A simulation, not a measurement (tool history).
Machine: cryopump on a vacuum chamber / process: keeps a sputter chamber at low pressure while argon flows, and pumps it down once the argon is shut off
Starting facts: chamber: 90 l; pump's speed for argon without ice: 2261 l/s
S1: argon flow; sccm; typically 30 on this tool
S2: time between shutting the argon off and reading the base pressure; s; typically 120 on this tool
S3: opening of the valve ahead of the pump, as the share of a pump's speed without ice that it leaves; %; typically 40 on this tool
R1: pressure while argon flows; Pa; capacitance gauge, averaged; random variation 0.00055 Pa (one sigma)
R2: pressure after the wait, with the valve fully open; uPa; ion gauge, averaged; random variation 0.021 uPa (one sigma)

| run | day | S1 | S2 | S3 | R1 | R2 |
|---|---|---|---|---|---|---|
| 1 | 0 | 30 | 120 | 40 | 0.0612 | 0.83 |
| 2 | 0.725 | 30 | 120 | 40 | 0.0608 | 0.83 |
| 3 | 1.738 | 30 | 120 | 40 | 0.0609 | 0.89 |
| 4 | 2.504 | 30 | 120 | 40 | 0.0619 | 0.86 |
| 5 | 3.404 | 30 | 120 | 40 | 0.0616 | 0.87 |
| 6 | 3.879 | 47 | 120 | 40 | 0.0971 | 0.87 |
| 7 | 4.517 | 47 | 120 | 40 | 0.0977 | 0.88 |
| 8 | 5.388 | 47 | 120 | 40 | 0.0964 | 0.91 |
| 9 | 6.333 | 47 | 120 | 40 | 0.0988 | 0.88 |
| 10 | 7.354 | 47 | 120 | 40 | 0.0979 | 0.92 |
| 11 | 7.938 | 47 | 120 | 40 | 0.0985 | 0.96 |
| 12 | 8.796 | 30 | 81 | 40 | 0.0635 | 1.04 |
| 13 | 9.708 | 30 | 81 | 40 | 0.0631 | 1.01 |
| 14 | 10.225 | 16 | 120 | 40 | 0.0328 | 0.96 |
| 15 | 11.125 | 16 | 120 | 40 | 0.0336 | 0.99 |
| 16 | 11.95 | 28 | 120 | 40 | 0.059 | 0.96 |
| 17 | 12.658 | 13 | 120 | 40 | 0.0268 | 1 |
| 18 | 13.325 | 30 | 120 | 40 | 0.0631 | 0.99 |
| 19 | 14.242 | 28 | 97 | 19 | 0.1172 | 1.01 |
| 20 | 14.904 | 57 | 206 | 40 | 0.1213 | 0.95 |
| 21 | 15.846 | 57 | 206 | 40 | 0.1209 | 0.96 |
| 22 | 16.4 | 27 | 49 | 19 | 0.1125 | 1.3 |
| 23 | 17.104 | 27 | 49 | 19 | 0.1139 | 1.33 |

Estimate the outcome of run 24 from the log above:
| 24 | 17.621 | 14 | 160 | 26 | ? | ? |

{"run 24": {"R1": 0.044, "R2": 1.02}}
Were there no unlogged condition in the tool, this run, its random variation unchanged, would have produced R1 0.0402 Pa, R2 0.29 uPa.

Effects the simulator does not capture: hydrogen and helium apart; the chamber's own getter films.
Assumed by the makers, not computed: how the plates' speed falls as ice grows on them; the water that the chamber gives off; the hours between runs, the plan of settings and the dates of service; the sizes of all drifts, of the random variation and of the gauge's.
